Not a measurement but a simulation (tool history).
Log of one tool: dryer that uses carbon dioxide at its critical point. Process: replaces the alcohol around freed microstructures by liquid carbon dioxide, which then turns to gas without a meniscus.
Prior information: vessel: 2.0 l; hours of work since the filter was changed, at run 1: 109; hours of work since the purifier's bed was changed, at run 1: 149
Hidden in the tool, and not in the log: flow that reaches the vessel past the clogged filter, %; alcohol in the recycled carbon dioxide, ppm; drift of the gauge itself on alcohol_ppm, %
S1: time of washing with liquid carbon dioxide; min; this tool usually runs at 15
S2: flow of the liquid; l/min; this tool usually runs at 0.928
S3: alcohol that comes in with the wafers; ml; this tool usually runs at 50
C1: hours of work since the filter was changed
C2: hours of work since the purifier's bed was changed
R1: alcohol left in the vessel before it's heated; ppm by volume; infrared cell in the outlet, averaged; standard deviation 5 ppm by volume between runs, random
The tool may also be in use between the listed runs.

run	day	S1	S2	S3	C1	C2	R1
1	0.000	15	0.928	50	109	149	108
2	0.329	14	0.928	50	115	154	143
3	0.708	14	0.928	50	121	160	148
4	0.896	14	0.928	50	124	163	155
5	1.138	15	0.928	50	128	167	118
6	1.492	15	0.928	50	134	173	119
7	1.854	11	0.928	50	139	179	353
8	2.188	15	0.928	50	145	184	129
9	2.392	15	0.928	50	148	188	139
10	2.725	15	0.928	50	154	193	143
11	2.971	16	0.620	30	158	197	274
12	3.167	16	0.620	30	161	200	265
13	3.458	11	0.972	31	166	205	234
14	3.621	11	0.972	31	168	208	245
15	3.817	24	0.646	40	172	211	111
16	4.150	24	0.646	40	177	217	122
# day 4.421: inlet filter changed
17	4.567	16	0.834	26	2	223	110
18	4.912	15	0.678	85	8	228	404
19	5.304	15	0.678	85	14	235	424
20	5.642	15	0.992	85	20	240	137

Forecast each of these 3 alternatives for the next run:
A	5.879	12	0.928	50	24	244	?
B	5.879	15	0.928	28	24	244	?
C	5.879	15	0.663	50	24	244	?

run	R1
A	229
B	126
C	314
What these runs would have given with no unlogged condition in the tool:
run	R1
A	118
B	25
C	197

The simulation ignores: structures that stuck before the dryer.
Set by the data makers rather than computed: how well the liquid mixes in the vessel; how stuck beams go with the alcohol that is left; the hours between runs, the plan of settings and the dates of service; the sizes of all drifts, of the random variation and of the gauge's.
